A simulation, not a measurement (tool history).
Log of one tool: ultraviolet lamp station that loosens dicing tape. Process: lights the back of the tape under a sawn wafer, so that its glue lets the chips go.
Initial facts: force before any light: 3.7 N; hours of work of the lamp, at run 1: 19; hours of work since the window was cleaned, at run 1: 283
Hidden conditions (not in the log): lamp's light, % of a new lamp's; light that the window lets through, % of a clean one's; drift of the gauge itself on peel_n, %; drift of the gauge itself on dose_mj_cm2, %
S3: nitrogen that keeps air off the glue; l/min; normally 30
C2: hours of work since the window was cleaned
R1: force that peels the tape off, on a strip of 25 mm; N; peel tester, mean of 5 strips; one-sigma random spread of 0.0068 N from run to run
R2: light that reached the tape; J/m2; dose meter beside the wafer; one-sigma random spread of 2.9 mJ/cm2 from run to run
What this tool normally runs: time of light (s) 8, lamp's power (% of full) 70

run 1 hour=0 | time_of_light_(s)=8 lamp's_power_(%_of_full)=70 S3=30 | hours_of_work_of_the_lamp=19 C2=283 | R1=0.358 R2=4030
run 2 hour=7.6 | time_of_light_(s)=8 lamp's_power_(%_of_full)=70 S3=30 | hours_of_work_of_the_lamp=24 C2=288 | R1=0.364 R2=3990
run 3 hour=15.8 | time_of_light_(s)=8 lamp's_power_(%_of_full)=70 S3=30 | hours_of_work_of_the_lamp=29 C2=293 | R1=0.367 R2=3950
run 4 hour=21.2 | time_of_light_(s)=8 lamp's_power_(%_of_full)=70 S3=30 | hours_of_work_of_the_lamp=32 C2=296 | R1=0.395 R2=3940
run 5 hour=26.1 | time_of_light_(s)=8 lamp's_power_(%_of_full)=70 S3=30 | hours_of_work_of_the_lamp=35 C2=299 | R1=0.377 R2=3960
run 6 hour=34.6 | time_of_light_(s)=8 lamp's_power_(%_of_full)=70 S3=30 | hours_of_work_of_the_lamp=40 C2=305 | R1=0.381 R2=3940
run 7 hour=40.1 | time_of_light_(s)=8 lamp's_power_(%_of_full)=70 S3=30 | hours_of_work_of_the_lamp=44 C2=308 | R1=0.381 R2=3910
run 8 hour=47.9 | time_of_light_(s)=8 lamp's_power_(%_of_full)=70 S3=30 | hours_of_work_of_the_lamp=49 C2=313 | R1=0.381 R2=3970
run 9 hour=55.5 | time_of_light_(s)=8 lamp's_power_(%_of_full)=70 S3=30 | hours_of_work_of_the_lamp=53 C2=318 | R1=0.381 R2=3950
run 10 hour=64.3 | time_of_light_(s)=8 lamp's_power_(%_of_full)=70 S3=12 | hours_of_work_of_the_lamp=59 C2=323 | R1=0.605 R2=3900
run 11 hour=70.9 | time_of_light_(s)=9 lamp's_power_(%_of_full)=64 S3=24 | hours_of_work_of_the_lamp=63 C2=327 | R1=0.424 R2=3990
run 12 hour=77.3 | time_of_light_(s)=13 lamp's_power_(%_of_full)=70 S3=16 | hours_of_work_of_the_lamp=67 C2=331 | R1=0.299 R2=6370
run 13 hour=85.7 | time_of_light_(s)=8 lamp's_power_(%_of_full)=65 S3=30 | hours_of_work_of_the_lamp=72 C2=336 | R1=0.417 R2=3620
run 14 hour=92.3 | time_of_light_(s)=8 lamp's_power_(%_of_full)=65 S3=30 | hours_of_work_of_the_lamp=76 C2=340 | R1=0.421 R2=3610
run 15 hour=101.6 | time_of_light_(s)=8 lamp's_power_(%_of_full)=60 S3=40 | hours_of_work_of_the_lamp=82 C2=346 | R1=0.409 R2=3340
run 16 hour=110.7 | time_of_light_(s)=12 lamp's_power_(%_of_full)=72 S3=30 | hours_of_work_of_the_lamp=88 C2=352 | R1=0.276 R2=5960
run 17 hour=114.8 | time_of_light_(s)=13 lamp's_power_(%_of_full)=68 S3=30 | hours_of_work_of_the_lamp=90 C2=354 | R1=0.264 R2=6040
run 18 hour=123.7 | time_of_light_(s)=13 lamp's_power_(%_of_full)=68 S3=30 | hours_of_work_of_the_lamp=96 C2=360 | R1=0.266 R2=6070
run 19 hour=132.8 | time_of_light_(s)=4 lamp's_power_(%_of_full)=80 S3=33 | hours_of_work_of_the_lamp=101 C2=366 | R1=0.773 R2=2220
run 20 hour=141.2 | time_of_light_(s)=5 lamp's_power_(%_of_full)=63 S3=30 | hours_of_work_of_the_lamp=107 C2=371 | R1=0.831 R2=2150

Predict each of these 5 candidate next runs independently; none follows another, all start after run 20:
run A hour=150.8 | time_of_light_(s)=5 lamp's_power_(%_of_full)=70 S3=30 | hours_of_work_of_the_lamp=113 C2=377 | R1=? R2=?
run B hour=150.8 | time_of_light_(s)=15 lamp's_power_(%_of_full)=83 S3=16 | hours_of_work_of_the_lamp=113 C2=377 | R1=? R2=?
run C hour=150.8 | time_of_light_(s)=10 lamp's_power_(%_of_full)=70 S3=23 | hours_of_work_of_the_lamp=113 C2=377 | R1=? R2=?
run D hour=150.8 | time_of_light_(s)=8 lamp's_power_(%_of_full)=67 S3=30 | hours_of_work_of_the_lamp=113 C2=377 | R1=? R2=?
run E hour=150.8 | time_of_light_(s)=10 lamp's_power_(%_of_full)=88 S3=17 | hours_of_work_of_the_lamp=113 C2=377 | R1=? R2=?

run=A R1=0.717 R2=2330
run=B R1=0.256 R2=8390
run=C R1=0.345 R2=4730
run=D R1=0.41 R2=3610
run=E R1=0.307 R2=5980
With no hidden state in the tool, these same runs would have given:
run=A R1=0.641 R2=2540
run=B R1=0.251 R2=9120
run=C R1=0.319 R2=5150
run=D R1=0.372 R2=3930
run=E R1=0.288 R2=6490
